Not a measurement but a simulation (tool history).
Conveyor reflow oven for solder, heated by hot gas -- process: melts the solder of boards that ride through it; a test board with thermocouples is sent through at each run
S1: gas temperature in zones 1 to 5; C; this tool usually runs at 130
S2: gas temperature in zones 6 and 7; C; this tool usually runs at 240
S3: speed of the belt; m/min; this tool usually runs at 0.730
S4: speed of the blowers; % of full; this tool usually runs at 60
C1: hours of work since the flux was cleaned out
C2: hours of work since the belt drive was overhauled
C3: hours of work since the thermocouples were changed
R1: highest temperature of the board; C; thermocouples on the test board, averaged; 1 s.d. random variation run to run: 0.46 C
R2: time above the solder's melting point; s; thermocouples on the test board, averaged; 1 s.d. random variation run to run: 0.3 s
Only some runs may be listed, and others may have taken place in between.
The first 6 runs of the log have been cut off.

| run | hour | S1 | S2 | S3 | S4 | C1 | C2 | C3 | R1 | R2 |
|---|---|---|---|---|---|---|---|---|---|---|
| 7 | 38.4 | 130 | 240 | 0.730 | 60 | 215 | 129 | 460 | 214.5 | 39.4 |
| 8 | 47.0 | 130 | 240 | 0.730 | 60 | 222 | 136 | 467 | 214.0 | 38.9 |
| 9 | 51.0 | 130 | 240 | 0.730 | 60 | 225 | 139 | 470 | 215.2 | 39.3 |
| 10 | 56.2 | 130 | 240 | 0.730 | 60 | 229 | 143 | 474 | 214.8 | 38.7 |
| 11 | 62.5 | 130 | 240 | 0.730 | 60 | 234 | 148 | 479 | 214.2 | 38.5 |
| 12 | 69.3 | 130 | 240 | 0.730 | 60 | 239 | 154 | 485 | 214.5 | 38.3 |
| 13 | 78.6 | 130 | 254 | 0.730 | 60 | 247 | 161 | 492 | 226.1 | 46.2 |
| 14 | 83.4 | 130 | 254 | 0.730 | 60 | 251 | 165 | 496 | 225.2 | 45.7 |
| 15 | 93.3 | 130 | 254 | 0.730 | 60 | 258 | 173 | 504 | 226.3 | 45.5 |
| 16 | 101.1 | 130 | 254 | 0.730 | 60 | 265 | 179 | 510 | 226.5 | 45.4 |
| 17 | 109.0 | 130 | 240 | 0.633 | 67 | 271 | 185 | 516 | 221.0 | 49.9 |
| 18 | 115.6 | 124 | 242 | 0.730 | 60 | 276 | 190 | 521 | 214.3 | 37.5 |
| 19 | 125.5 | 124 | 242 | 0.730 | 60 | 284 | 198 | 529 | 214.7 | 37.7 |
|  | 130.9 | flux residue cleaned out of gas plates and filters |
| 20 | 138.1 | 131 | 230 | 0.696 | 55 | 6 | 204 | 535 | 205.2 | 32.8 |
| 21 | 146.9 | 131 | 230 | 0.696 | 55 | 13 | 211 | 542 | 204.8 | 33.3 |
|  | 154.6 | flux residue cleaned out of gas plates and filters, once more |
| 22 | 161.7 | 118 | 255 | 0.653 | 80 | 6 | 219 | 550 | 235.1 | 53.5 |
| 23 | 165.9 | 142 | 240 | 0.730 | 74 | 9 | 222 | 553 | 221.5 | 47.0 |
| 24 | 171.4 | 124 | 240 | 0.730 | 80 | 13 | 227 | 557 | 219.2 | 40.7 |
| 25 | 180.3 | 124 | 240 | 0.730 | 80 | 20 | 234 | 564 | 218.8 | 40.7 |
| 26 | 189.4 | 124 | 240 | 0.730 | 80 | 27 | 241 | 572 | 219.6 | 41.2 |
| 27 | 196.0 | 124 | 240 | 0.730 | 80 | 33 | 246 | 577 | 218.6 | 41.2 |
| 28 | 203.6 | 130 | 240 | 0.715 | 81 | 39 | 252 | 583 | 220.5 | 43.9 |
| 29 | 207.7 | 130 | 248 | 0.730 | 60 | 42 | 255 | 586 | 222.5 | 44.5 |
| 30 | 213.4 | 137 | 235 | 0.692 | 73 | 47 | 260 | 591 | 216.6 | 46.3 |

Below are 4 alternative next runs, each starting from the tool's condition after run 30. Predict each:
| A | 222.7 | 122 | 240 | 0.766 | 60 | 54 | 267 | 598 | ? | ? |
| B | 222.7 | 137 | 235 | 0.670 | 73 | 54 | 267 | 598 | ? | ? |
| C | 222.7 | 137 | 248 | 0.692 | 84 | 54 | 267 | 598 | ? | ? |
| D | 222.7 | 143 | 235 | 0.624 | 54 | 54 | 267 | 598 | ? | ? |

| run | R1 | R2 |
|---|---|---|
| A | 212.4 | 33.7 |
| B | 217.7 | 47.2 |
| C | 229.7 | 52.2 |
| D | 216.8 | 53.5 |
With the hidden condition removed and each run's random variation left untouched, the same runs would have given:
| run | R1 | R2 |
|---|---|---|
| A | 215.2 | 35.3 |
| B | 220.7 | 48.5 |
| C | 232.7 | 53.1 |
| D | 219.6 | 54.9 |
